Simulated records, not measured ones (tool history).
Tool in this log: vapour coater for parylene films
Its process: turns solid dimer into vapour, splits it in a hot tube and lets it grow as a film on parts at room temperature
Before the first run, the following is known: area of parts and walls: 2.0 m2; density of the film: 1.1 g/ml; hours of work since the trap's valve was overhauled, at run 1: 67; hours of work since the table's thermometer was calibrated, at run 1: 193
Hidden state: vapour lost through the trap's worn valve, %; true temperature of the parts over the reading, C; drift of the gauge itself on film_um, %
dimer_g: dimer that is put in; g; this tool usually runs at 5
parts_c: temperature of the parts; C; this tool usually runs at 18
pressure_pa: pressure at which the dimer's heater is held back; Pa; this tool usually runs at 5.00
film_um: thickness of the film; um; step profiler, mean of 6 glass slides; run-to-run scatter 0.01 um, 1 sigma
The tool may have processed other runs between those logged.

| run | day | dimer_g | parts_c | pressure_pa | hours of work since the trap's valve was overhauled | hours of work since the table's thermometer was calibrated | film_um |
|---|---|---|---|---|---|---|---|
| 1 | 0.000 | 5 | 18 | 5.00 | 67 | 193 | 1.31 |
| 2 | 1.542 | 5 | 18 | 5.00 | 92 | 218 | 1.28 |
| 3 | 2.704 | 5 | 18 | 5.00 | 110 | 237 | 1.28 |
| 4 | 3.921 | 5 | 18 | 5.00 | 130 | 257 | 1.27 |
| 5 | 6.675 | 5 | 18 | 5.00 | 175 | 301 | 1.26 |
| 6 | 8.167 | 5 | 18 | 5.00 | 199 | 325 | 1.27 |
| 7 | 10.650 | 5 | 18 | 5.00 | 239 | 366 | 1.24 |
| 8 | 12.783 | 5 | 18 | 11.12 | 274 | 400 | 1.07 |
| 9 | 15.538 | 5 | 18 | 11.12 | 318 | 445 | 1.06 |
| 10 | 17.300 | 5 | 18 | 5.00 | 347 | 473 | 1.22 |
| 11 | 19.104 | 5 | 18 | 2.90 | 376 | 503 | 1.35 |
| 12 | 21.092 | 5 | 18 | 2.90 | 408 | 535 | 1.31 |
| 13 | 23.846 | 5 | 18 | 5.00 | 453 | 580 | 1.20 |
| 14 | 26.529 | 5 | 16 | 5.00 | 497 | 623 | 1.28 |
|  | 28.858 | trap's valve overhauled |
| 15 | 29.412 | 5 | 16 | 5.00 | 9 | 667 | 1.49 |
| 16 | 31.679 | 5 | 18 | 5.00 | 46 | 704 | 1.36 |
| 17 | 34.346 | 4 | 14 | 6.64 | 89 | 747 | 1.18 |
| 18 | 36.754 | 4 | 14 | 6.64 | 128 | 786 | 1.18 |
| 19 | 38.192 | 7 | 14 | 2.34 | 151 | 809 | 2.47 |
| 20 | 39.821 | 4 | 20 | 2.34 | 178 | 836 | 1.12 |
|  | 40.046 | table's thermometer calibrated |
| 21 | 41.204 | 5 | 20 | 2.34 | 199 | 19 | 1.41 |
| 22 | 42.746 | 5 | 11 | 2.34 | 224 | 44 | 2.00 |
| 23 | 45.117 | 5 | 14 | 2.34 | 263 | 82 | 1.77 |
|  | 45.342 | table's thermometer calibrated, once more |
| 24 | 46.396 | 5 | 14 | 2.34 | 283 | 17 | 1.65 |
| 25 | 48.975 | 5 | 14 | 2.34 | 325 | 59 | 1.62 |
| 26 | 50.825 | 5 | 14 | 2.34 | 355 | 89 | 1.64 |
| 27 | 52.654 | 2 | 19 | 4.87 | 384 | 119 | 0.47 |
| 28 | 54.633 | 2 | 19 | 4.87 | 416 | 151 | 0.45 |
| 29 | 56.621 | 6 | 16 | 5.00 | 449 | 183 | 1.52 |
| 30 | 58.142 | 4 | 26 | 8.25 | 473 | 207 | 0.60 |
| 31 | 60.488 | 4 | 26 | 8.25 | 511 | 246 | 0.59 |
|  | 61.958 | trap's valve overhauled |
| 32 | 63.258 | 4 | 26 | 8.25 | 21 | 288 | 0.70 |

Subtracting, for every run, the result it would have given without the tool's unlogged condition from the measured result gives the following. The same run-to-run variation enters both numbers; the gauge's scatter may not:
| run | film_um |
|---|---|
| 1 | -0.02 |
| 2 | -0.03 |
| 3 | -0.02 |
| 4 | -0.04 |
| 5 | -0.05 |
| 6 | -0.05 |
| 7 | -0.07 |
| 8 | -0.07 |
| 9 | -0.07 |
| 10 | -0.09 |
| 11 | -0.12 |
| 12 | -0.12 |
| 13 | -0.13 |
| 14 | -0.15 |
| 15 | +0.05 |
| 16 | +0.03 |
| 17 | +0.02 |
| 18 | +0.01 |
| 19 | +0.01 |
| 20 | -0.01 |
| 21 | +0.00 |
| 22 | -0.01 |
| 23 | -0.03 |
| 24 | -0.14 |
| 25 | -0.14 |
| 26 | -0.16 |
| 27 | -0.05 |
| 28 | -0.05 |
| 29 | -0.18 |
| 30 | -0.08 |
| 31 | -0.09 |
| 32 | +0.01 |
